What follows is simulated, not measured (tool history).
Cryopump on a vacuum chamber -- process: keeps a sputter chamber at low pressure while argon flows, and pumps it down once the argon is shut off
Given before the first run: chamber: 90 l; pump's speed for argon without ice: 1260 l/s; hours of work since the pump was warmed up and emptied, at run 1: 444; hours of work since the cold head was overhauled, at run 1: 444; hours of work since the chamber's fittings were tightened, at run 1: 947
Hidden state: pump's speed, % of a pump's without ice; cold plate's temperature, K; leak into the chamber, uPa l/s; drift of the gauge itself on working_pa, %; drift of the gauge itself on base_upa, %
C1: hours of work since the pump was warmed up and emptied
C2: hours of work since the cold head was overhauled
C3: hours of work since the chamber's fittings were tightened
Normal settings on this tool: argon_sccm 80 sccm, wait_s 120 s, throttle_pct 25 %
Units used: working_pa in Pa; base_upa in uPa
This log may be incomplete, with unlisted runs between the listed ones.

Run 1, hour 0.0: usual settings; C1 444; C2 444; C3 947. Result: working_pa 0.4487 Pa, base_upa 2.81 uPa.
Run 2, hour 10.0: usual settings; C1 453; C2 453; C3 955. Result: working_pa 0.4492 Pa, base_upa 2.91 uPa.
Run 3, hour 21.5: usual settings; C1 462; C2 462; C3 965. Result: working_pa 0.4503 Pa, base_upa 2.94 uPa.
Run 4, hour 29.8: usual settings; C1 470; C2 470; C3 972. Result: working_pa 0.4504 Pa, base_upa 2.95 uPa.
Run 5, hour 37.0: usual settings but wait_s 33 s; C1 476; C2 476; C3 979. Result: working_pa 0.4513 Pa, base_upa 4.69 uPa.
Run 6, hour 44.5: usual settings but argon_sccm 50 sccm, wait_s 33 s; C1 482; C2 482; C3 985. Result: working_pa 0.2818 Pa, base_upa 4.76 uPa.
Run 7, hour 53.1: usual settings but argon_sccm 50 sccm, wait_s 33 s; C1 490; C2 490; C3 993. Result: working_pa 0.2833 Pa, base_upa 4.63 uPa.
Run 8, hour 65.8: usual settings but argon_sccm 50 sccm, wait_s 33 s; C1 501; C2 501; C3 1004. Result: working_pa 0.2832 Pa, base_upa 4.55 uPa.
Run 9, hour 79.6: usual settings; C1 513; C2 513; C3 1016. Result: working_pa 0.4516 Pa, base_upa 3.00 uPa.
Run 10, hour 85.9: usual settings; C1 518; C2 518; C3 1021. Result: working_pa 0.4526 Pa, base_upa 3.04 uPa.
Run 11, hour 97.4: usual settings but argon_sccm 45 sccm; C1 528; C2 528; C3 1031. Result: working_pa 0.2556 Pa, base_upa 3.14 uPa.
Run 12, hour 103.6: usual settings but wait_s 113 s; C1 534; C2 534; C3 1036. Result: working_pa 0.4546 Pa, base_upa 3.08 uPa.
Run 13, hour 118.2: usual settings but wait_s 53 s; C1 546; C2 546; C3 1049. Result: working_pa 0.4511 Pa, base_upa 3.96 uPa.
Run 14, hour 124.9: usual settings but throttle_pct 35 %; C1 552; C2 552; C3 1055. Result: working_pa 0.3292 Pa, base_upa 3.18 uPa.
Run 15, hour 134.2: usual settings but argon_sccm 39 sccm, throttle_pct 35 %; C1 560; C2 560; C3 1063. Result: working_pa 0.1635 Pa, base_upa 3.15 uPa.
Run 16, hour 142.4: usual settings but throttle_pct 35 %; C1 567; C2 567; C3 1070. Result: working_pa 0.3332 Pa, base_upa 3.25 uPa.
Run 17, hour 149.1: usual settings but wait_s 66 s, throttle_pct 35 %; C1 573; C2 573; C3 1076. Result: working_pa 0.3348 Pa, base_upa 3.72 uPa.
Run 18, hour 163.3: usual settings but wait_s 66 s, throttle_pct 35 %; C1 585; C2 585; C3 1088. Result: working_pa 0.3321 Pa, base_upa 3.80 uPa.
Run 19, hour 173.6: usual settings but argon_sccm 42 sccm, wait_s 78 s; C1 594; C2 594; C3 1097. Result: working_pa 0.2392 Pa, base_upa 3.66 uPa.
Run 20, hour 182.4: usual settings but wait_s 24 s, throttle_pct 32 %; C1 602; C2 602; C3 1105. Result: working_pa 0.3628 Pa, base_upa 5.88 uPa.
Run 21, hour 195.4: usual settings but argon_sccm 86 sccm, wait_s 186 s, throttle_pct 47 %; C1 613; C2 613; C3 1116. Result: working_pa 0.2772 Pa, base_upa 3.07 uPa.
Run 22, hour 207.4: usual settings but argon_sccm 125 sccm, wait_s 88 s, throttle_pct 20 %; C1 624; C2 624; C3 1126. Result: working_pa 0.8811 Pa, base_upa 3.62 uPa.
Run 23, hour 217.2: usual settings but argon_sccm 108 sccm, wait_s 24 s, throttle_pct 33 %; C1 632; C2 632; C3 1135. Result: working_pa 0.4809 Pa, base_upa 5.86 uPa.
Run 24, hour 230.2: usual settings but argon_sccm 87 sccm, wait_s 113 s, throttle_pct 32 %; C1 643; C2 643; C3 1146. Result: working_pa 0.3973 Pa, base_upa 3.43 uPa.
Run 25, hour 238.2: usual settings but argon_sccm 49 sccm, wait_s 48 s, throttle_pct 15 %; C1 650; C2 650; C3 1153. Result: working_pa 0.4567 Pa, base_upa 4.37 uPa.
Run 26, hour 249.5: usual settings but argon_sccm 33 sccm, wait_s 20 s, throttle_pct 21 %; C1 660; C2 660; C3 1163. Result: working_pa 0.2237 Pa, base_upa 6.76 uPa.
Run 27, hour 261.4: usual settings but argon_sccm 34 sccm, wait_s 21 s, throttle_pct 15 %; C1 671; C2 671; C3 1173. Result: working_pa 0.3180 Pa, base_upa 6.56 uPa.
Run 28, hour 276.0: usual settings but argon_sccm 34 sccm, wait_s 21 s, throttle_pct 15 %; C1 683; C2 683; C3 1186. Result: working_pa 0.3187 Pa, base_upa 6.65 uPa.
At hour 290.6: pump warmed up, emptied and cooled again.
Run 29, hour 295.2: usual settings but argon_sccm 34 sccm, wait_s 21 s, throttle_pct 15 %; C1 4; C2 695; C3 1198. Result: working_pa 0.3057 Pa, base_upa 5.95 uPa.
Run 30, hour 303.2: usual settings but argon_sccm 132 sccm, wait_s 21 s, throttle_pct 15 %; C1 11; C2 702; C3 1205. Result: working_pa 1.1885 Pa, base_upa 5.97 uPa.
Run 31, hour 313.2: usual settings but argon_sccm 126 sccm, wait_s 79 s, throttle_pct 16 %; C1 20; C2 711; C3 1214. Result: working_pa 1.0578 Pa, base_upa 3.36 uPa.
Run 32, hour 324.3: usual settings but argon_sccm 76 sccm, wait_s 39 s, throttle_pct 26 %; C1 29; C2 721; C3 1223. Result: working_pa 0.3924 Pa, base_upa 4.32 uPa.
Run 33, hour 336.5: usual settings but argon_sccm 48 sccm, wait_s 198 s; C1 40; C2 731; C3 1234. Result: working_pa 0.2586 Pa, base_upa 2.82 uPa.
Run 34, hour 350.3: usual settings but argon_sccm 61 sccm, wait_s 187 s, throttle_pct 16 %; C1 52; C2 743; C3 1246. Result: working_pa 0.5141 Pa, base_upa 2.83 uPa.

What if the next run were any one of these 3? Each begins from the tool's condition after run 34:
Run A, hour 357.4: usual settings but argon_sccm 48 sccm, wait_s 80 s; C1 58; C2 749; C3 1252. Result: working_pa ?, base_upa ?.
Run B, hour 357.4: usual settings but argon_sccm 48 sccm, wait_s 187 s, throttle_pct 16 %; C1 58; C2 749; C3 1252. Result: working_pa ?, base_upa ?.
Run C, hour 357.4: usual settings but argon_sccm 59 sccm; C1 58; C2 749; C3 1252. Result: working_pa ?, base_upa ?.

run  working_pa  base_upa
  A      0.2594      3.38
  B      0.4044      2.79
  C      0.3224      3.12
Stripped of hidden state, with their random variation kept, the same runs would have yielded:
run  working_pa  base_upa
  A      0.2575      1.18
  B      0.4025      0.61
  C      0.3200      0.88
